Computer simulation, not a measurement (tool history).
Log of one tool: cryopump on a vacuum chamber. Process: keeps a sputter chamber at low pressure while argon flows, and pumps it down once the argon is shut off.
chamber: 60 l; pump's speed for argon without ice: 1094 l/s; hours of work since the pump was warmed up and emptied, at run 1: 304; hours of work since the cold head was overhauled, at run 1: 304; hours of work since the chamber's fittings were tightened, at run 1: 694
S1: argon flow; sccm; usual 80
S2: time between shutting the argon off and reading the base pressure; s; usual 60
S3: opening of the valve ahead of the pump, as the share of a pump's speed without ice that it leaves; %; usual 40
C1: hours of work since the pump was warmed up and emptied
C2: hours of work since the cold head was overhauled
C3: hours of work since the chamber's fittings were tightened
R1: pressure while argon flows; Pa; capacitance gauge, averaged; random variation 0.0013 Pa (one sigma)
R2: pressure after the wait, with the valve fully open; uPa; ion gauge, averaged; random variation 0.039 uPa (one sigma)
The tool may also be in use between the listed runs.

run 1 hour=0 | S1=80 S2=60 S3=40 | C1=304 C2=304 C3=694 | R1=0.3325 R2=3.01
run 2 hour=10.4 | S1=80 S2=60 S3=38 | C1=311 C2=311 C3=701 | R1=0.3473 R2=3.01
run 3 hour=26.3 | S1=80 S2=60 S3=38 | C1=322 C2=322 C3=712 | R1=0.3509 R2=2.99
run 4 hour=40.1 | S1=157 S2=60 S3=38 | C1=331 C2=331 C3=721 | R1=0.6899 R2=3.02
run 5 hour=47.3 | S1=80 S2=41 S3=40 | C1=336 C2=336 C3=726 | R1=0.3339 R2=4.05
run 6 hour=60.5 | S1=80 S2=41 S3=40 | C1=344 C2=344 C3=734 | R1=0.3357 R2=3.86
run 7 hour=70.6 | S1=80 S2=41 S3=40 | C1=351 C2=351 C3=741 | R1=0.3378 R2=3.92
run 8 hour=77.7 | S1=80 S2=60 S3=40 | C1=356 C2=356 C3=746 | R1=0.3377 R2=2.95
run 9 hour=92.1 | S1=80 S2=60 S3=40 | C1=365 C2=365 C3=755 | R1=0.3359 R2=3.01
run 10 hour=101.5 | S1=80 S2=60 S3=40 | C1=372 C2=372 C3=762 | R1=0.336 R2=3.02
run 11 hour=109.9 | S1=80 S2=60 S3=40 | C1=377 C2=377 C3=767 | R1=0.3409 R2=2.98
run 12 hour=125.4 | S1=80 S2=60 S3=40 | C1=387 C2=387 C3=777 | R1=0.3412 R2=3.04
run 13 hour=134.8 | S1=80 S2=60 S3=35 | C1=394 C2=394 C3=784 | R1=0.3843 R2=3.16
run 14 hour=148.7 | S1=80 S2=60 S3=35 | C1=403 C2=403 C3=793 | R1=0.3852 R2=3.13
run 15 hour=158.8 | S1=80 S2=60 S3=40 | C1=409 C2=409 C3=800 | R1=0.342 R2=3.12
run 16 hour=169.9 | S1=80 S2=60 S3=40 | C1=417 C2=417 C3=807 | R1=0.342 R2=3.12
run 17 hour=186.1 | S1=80 S2=60 S3=40 | C1=428 C2=428 C3=818 | R1=0.342 R2=3.12
run 18 hour=197.9 | S1=80 S2=60 S3=40 | C1=435 C2=435 C3=825 | R1=0.3432 R2=3.12
run 19 hour=208.7 | S1=133 S2=34 S3=32 | C1=443 C2=443 C3=833 | R1=0.7012 R2=4.73
run 20 hour=220 | S1=72 S2=35 S3=56 | C1=450 C2=450 C3=840 | R1=0.2317 R2=4.62
run 21 hour=231.8 | S1=137 S2=222 S3=25 | C1=458 C2=458 C3=848 | R1=0.912 R2=1.73

Forecast run 22:
run 22 hour=249.2 | S1=73 S2=34 S3=59 | C1=469 C2=469 C3=859 | R1=? R2=?

{"run 22": {"R1": 0.2264, "R2": 4.82}}
Without the tool's hidden state the same run would have given R1 0.1909 Pa, R2 3.84 uPa.
